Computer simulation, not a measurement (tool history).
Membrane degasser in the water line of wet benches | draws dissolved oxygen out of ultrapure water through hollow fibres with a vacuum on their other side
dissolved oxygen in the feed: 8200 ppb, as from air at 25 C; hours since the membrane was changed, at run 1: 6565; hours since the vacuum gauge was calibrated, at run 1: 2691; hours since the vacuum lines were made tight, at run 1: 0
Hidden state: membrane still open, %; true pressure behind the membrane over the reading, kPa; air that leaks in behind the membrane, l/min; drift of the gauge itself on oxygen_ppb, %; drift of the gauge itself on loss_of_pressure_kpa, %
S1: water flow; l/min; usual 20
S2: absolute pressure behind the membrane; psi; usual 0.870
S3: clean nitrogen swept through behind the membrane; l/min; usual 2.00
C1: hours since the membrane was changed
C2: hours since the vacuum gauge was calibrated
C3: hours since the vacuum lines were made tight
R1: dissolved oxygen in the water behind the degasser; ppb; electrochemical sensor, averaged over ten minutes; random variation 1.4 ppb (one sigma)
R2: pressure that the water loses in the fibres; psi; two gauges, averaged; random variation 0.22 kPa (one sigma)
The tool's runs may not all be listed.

run 1 hour=0.0 | S1=20 S2=0.870 S3=2.00 | C1=6565 C2=2691 C3=0 | R1=166.6 R2=8.293
run 2 hour=85.4 | S1=20 S2=0.870 S3=2.00 | C1=6651 C2=2776 C3=85 | R1=166.0 R2=8.359
run 3 hour=217.1 | S1=21 S2=0.870 S3=2.00 | C1=6783 C2=2908 C3=217 | R1=190.9 R2=8.821
run 4 hour=366.0 | S1=21 S2=0.870 S3=2.00 | C1=6931 C2=3057 C3=366 | R1=190.9 R2=8.828
run 5 hour=461.9 | S1=21 S2=0.870 S3=2.00 | C1=7027 C2=3153 C3=462 | R1=187.7 R2=8.768
run 6 hour=578.0 | S1=20 S2=0.544 S3=2.00 | C1=7143 C2=3269 C3=578 | R1=117.3 R2=8.370
run 7 hour=734.5 | S1=20 S2=0.544 S3=2.00 | C1=7300 C2=3426 C3=735 | R1=120.2 R2=8.340
run 8 hour=882.3 | S1=20 S2=0.544 S3=2.00 | C1=7448 C2=3573 C3=882 | R1=118.8 R2=8.422
run 9 hour=990.6 | S1=20 S2=0.870 S3=2.00 | C1=7556 C2=3682 C3=991 | R1=170.4 R2=8.457
run 10 hour=1102.7 | S1=20 S2=0.870 S3=2.00 | C1=7668 C2=3794 C3=1103 | R1=170.1 R2=8.415
-- hour=1118.5 vacuum gauge calibrated
run 11 hour=1216.9 | S1=20 S2=0.870 S3=2.00 | C1=7782 C2=98 C3=1216 | R1=172.2 R2=8.427
run 12 hour=1311.5 | S1=20 S2=0.870 S3=2.00 | C1=7876 C2=193 C3=1311 | R1=175.7 R2=8.398
run 13 hour=1433.2 | S1=20 S2=0.870 S3=2.00 | C1=7998 C2=315 C3=1433 | R1=174.2 R2=8.430
-- hour=1473.3 vacuum gauge calibrated, once more
run 14 hour=1605.2 | S1=20 S2=0.870 S3=2.00 | C1=8170 C2=132 C3=1604 | R1=168.3 R2=8.409
run 15 hour=1732.6 | S1=20 S2=0.870 S3=2.00 | C1=8297 C2=259 C3=1732 | R1=166.6 R2=8.457
run 16 hour=1873.6 | S1=18 S2=0.870 S3=2.00 | C1=8438 C2=400 C3=1873 | R1=129.7 R2=7.612
run 17 hour=2054.4 | S1=18 S2=0.870 S3=2.00 | C1=8619 C2=581 C3=2053 | R1=129.9 R2=7.674
run 18 hour=2218.2 | S1=18 S2=0.870 S3=2.00 | C1=8783 C2=745 C3=2217 | R1=133.7 R2=7.619
run 19 hour=2311.8 | S1=13 S2=0.870 S3=1.58 | C1=8876 C2=838 C3=2311 | R1=71.5 R2=5.516
run 20 hour=2444.8 | S1=17 S2=0.870 S3=0.87 | C1=9009 C2=972 C3=2444 | R1=181.5 R2=7.192
run 21 hour=2558.0 | S1=17 S2=0.870 S3=0.87 | C1=9122 C2=1085 C3=2557 | R1=179.3 R2=7.268
run 22 hour=2661.5 | S1=19 S2=0.870 S3=1.76 | C1=9226 C2=1188 C3=2660 | R1=161.9 R2=8.045
run 23 hour=2794.2 | S1=32 S2=1.038 S3=3.87 | C1=9359 C2=1321 C3=2793 | R1=513.3 R2=13.716
run 24 hour=2931.8 | S1=32 S2=1.038 S3=3.87 | C1=9496 C2=1458 C3=2931 | R1=508.0 R2=13.697
run 25 hour=3009.5 | S1=32 S2=1.038 S3=3.87 | C1=9574 C2=1536 C3=3009 | R1=518.2 R2=13.700
run 26 hour=3188.4 | S1=19 S2=0.677 S3=2.66 | C1=9753 C2=1715 C3=3187 | R1=117.6 R2=8.164
run 27 hour=3352.9 | S1=14 S2=0.870 S3=4.37 | C1=9917 C2=1880 C3=3352 | R1=48.8 R2=6.010
run 28 hour=3436.6 | S1=14 S2=0.870 S3=4.37 | C1=10001 C2=1963 C3=3436 | R1=49.5 R2=5.945
run 29 hour=3576.4 | S1=14 S2=0.850 S3=1.11 | C1=10141 C2=2103 C3=3575 | R1=107.4 R2=6.007
run 30 hour=3659.5 | S1=14 S2=0.525 S3=1.11 | C1=10224 C2=2186 C3=3659 | R1=42.1 R2=6.061
run 31 hour=3794.7 | S1=14 S2=0.525 S3=1.11 | C1=10359 C2=2321 C3=3794 | R1=42.3 R2=6.002
run 32 hour=3878.9 | S1=14 S2=1.790 S3=3.63 | C1=10443 C2=2406 C3=3878 | R1=116.2 R2=6.125
run 33 hour=4060.8 | S1=19 S2=0.569 S3=2.00 | C1=10625 C2=2587 C3=4060 | R1=116.1 R2=8.227

Hidden state at the last listed run before each entry between runs and at the first one after, where it differs:
Between runs 10 and 11: vacuum gauge calibrated (hour 1118.5)
  membrane still open, %: 93 -> 92.9; true pressure behind the membrane over the reading, kPa: 0.18 -> 0.25; air that leaks in behind the membrane, l/min: 0.0051 -> 0.0053
  measured less the result without the state, R1: +32.7 -> +34.8 ppb; R2: +0.589 -> +0.600 psi
Between runs 13 and 14: vacuum gauge calibrated, once more (hour 1473.3)
  membrane still open, %: 92.7 -> 92.5; true pressure behind the membrane over the reading, kPa: 0.26 -> -0.04; air that leaks in behind the membrane, l/min: 0.0056 -> 0.0059
  measured less the result without the state, R1: +36.0 -> +30.0 ppb; R2: +0.615 -> +0.627 psi
